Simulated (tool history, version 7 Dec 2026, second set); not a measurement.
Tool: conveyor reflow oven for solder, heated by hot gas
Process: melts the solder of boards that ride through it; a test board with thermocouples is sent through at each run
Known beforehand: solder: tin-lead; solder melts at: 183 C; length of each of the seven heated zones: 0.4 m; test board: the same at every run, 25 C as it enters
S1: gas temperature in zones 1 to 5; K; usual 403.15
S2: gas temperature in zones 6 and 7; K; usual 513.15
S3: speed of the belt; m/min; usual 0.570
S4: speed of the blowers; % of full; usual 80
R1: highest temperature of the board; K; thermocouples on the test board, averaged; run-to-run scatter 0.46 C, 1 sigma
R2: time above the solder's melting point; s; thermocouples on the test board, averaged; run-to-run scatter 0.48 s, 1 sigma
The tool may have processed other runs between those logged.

Run 1, day 0.000: usual settings. Result: R1 501.15 K, R2 67.7 s.
Run 2, day 1.854: usual settings but S3 0.548 m/min. Result: R1 502.15 K, R2 73.2 s.
Run 3, day 3.338: usual settings but S3 0.548 m/min. Result: R1 502.05 K, R2 72.5 s.
Run 4, day 4.442: usual settings but S3 0.548 m/min. Result: R1 502.05 K, R2 72.2 s.
Run 5, day 6.271: usual settings but S4 59 % of full. Result: R1 496.35 K, R2 65.7 s.
At day 6.946: belt drive overhauled, speed set with a stopwatch.
Run 6, day 7.938: usual settings but S4 59 % of full. Result: R1 495.95 K, R2 64.8 s.
Run 7, day 9.925: usual settings but S1 391.15 K, S4 59 % of full. Result: R1 494.95 K, R2 60.6 s.
Run 8, day 11.929: usual settings but S1 391.15 K, S4 59 % of full. Result: R1 495.25 K, R2 60.4 s.
Run 9, day 13.258: usual settings but S1 391.15 K, S4 59 % of full. Result: R1 495.25 K, R2 59.8 s.
Run 10, day 15.317: usual settings but S1 391.15 K, S3 0.464 m/min, S4 59 % of full. Result: R1 501.15 K, R2 81.7 s.
Run 11, day 16.833: usual settings but S1 391.15 K, S3 0.464 m/min, S4 59 % of full. Result: R1 502.05 K, R2 81.8 s.
At day 17.558: flux residue cleaned out of gas plates and filters.
Run 12, day 19.033: usual settings but S1 391.15 K, S3 0.464 m/min, S4 59 % of full. Result: R1 501.25 K, R2 82.6 s.
Run 13, day 20.138: usual settings but S1 393.15 K, S3 0.557 m/min, S4 61 % of full. Result: R1 496.15 K, R2 64.8 s.
Run 14, day 21.533: usual settings but S1 415.15 K, S2 521.15 K, S3 0.557 m/min, S4 61 % of full. Result: R1 507.35 K, R2 78.0 s.
Run 15, day 22.667: usual settings but S1 408.15 K, S2 510.15 K, S3 0.557 m/min, S4 61 % of full. Result: R1 495.65 K, R2 68.2 s.
Run 16, day 24.392: usual settings but S1 408.15 K, S2 510.15 K, S3 0.557 m/min, S4 51 % of full. Result: R1 493.85 K, R2 66.1 s.
Run 17, day 26.438: usual settings but S1 390.15 K. Result: R1 499.25 K, R2 63.7 s.

5 options for the next run, each taken on its own from the tool as it stands now. Forecast them:
Run A, day 27.492: usual settings but S1 395.15 K. Result: R1 ?, R2 ?.
Run B, day 27.492: usual settings but S1 408.15 K, S2 505.15 K. Result: R1 ?, R2 ?.
Run C, day 27.492: usual settings but S2 527.15 K. Result: R1 ?, R2 ?.
Run D, day 27.492: usual settings but S1 391.15 K, S2 510.15 K, S4 88 % of full. Result: R1 ?, R2 ?.
Run E, day 27.492: usual settings but S1 390.15 K, S2 525.15 K, S3 0.526 m/min. Result: R1 ?, R2 ?.

run      R1    R2
  A  500.05  66.8
  B  493.85  66.8
  C  513.45  75.9
  D  498.25  63.7
  E  512.55  77.4
With the hidden condition removed and each run's random variation left untouched, the same runs would have given:
run      R1    R2
  A  500.25  66.9
  B  494.05  66.9
  C  513.55  75.9
  D  498.45  63.8
  E  512.75  77.4
